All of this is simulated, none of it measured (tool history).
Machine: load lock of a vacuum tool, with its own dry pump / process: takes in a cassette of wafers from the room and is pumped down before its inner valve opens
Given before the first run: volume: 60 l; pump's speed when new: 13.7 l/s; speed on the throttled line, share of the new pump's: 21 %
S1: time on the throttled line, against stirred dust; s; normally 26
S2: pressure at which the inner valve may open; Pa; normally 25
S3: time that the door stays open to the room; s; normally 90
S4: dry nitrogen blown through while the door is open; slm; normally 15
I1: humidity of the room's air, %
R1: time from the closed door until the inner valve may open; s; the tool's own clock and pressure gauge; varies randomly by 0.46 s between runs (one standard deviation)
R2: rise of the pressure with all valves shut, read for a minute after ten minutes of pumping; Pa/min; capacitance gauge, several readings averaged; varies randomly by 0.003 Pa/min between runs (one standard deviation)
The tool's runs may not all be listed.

run      day  S1  S2   S3  S4    I1    R1     R2
  1        0  26  25   90  15  44.4  61.1  0.408
  2    5.508  39  25   90  15  44.5  70.9  0.416
  3   14.912  39  25   90  15  47.9  71.5  0.424
  4   22.704  26  25   64  15  46.3  61.3  0.429
  5   29.658  26  25   64  15  45.5  61.5  0.448
  6   34.212  26  25   64  15  41.6  62.4  0.443
  7   41.442  26  49   64  15  45.1  58.4  0.453
  8   47.129  26  49   64  15  46.3  58.7  0.473
  9     55.8  26  49   64  15  44.7  58.5   0.48
 10   65.646  26  25   90   7  46.2  61.6  0.521
 11   72.333  26  25   90   7  42.3  61.5  0.507
 12   81.817  15  24  208   5    45  54.1  0.572
 13    86.75  26  25   90   5  46.6  63.3  0.544
 14   96.317  41  25   90  27  44.2  74.4  0.532
 15  102.517  32  42   90   5  45.9  64.5  0.576

Forecast run 16:
 16  110.496  32  42  90   5  46.7   ?   ?

R1: 64.8 s
R2: 0.6 Pa/min
With no hidden state in the tool, this same run would have given R1 59.6 s, R2 0.054 Pa/min.
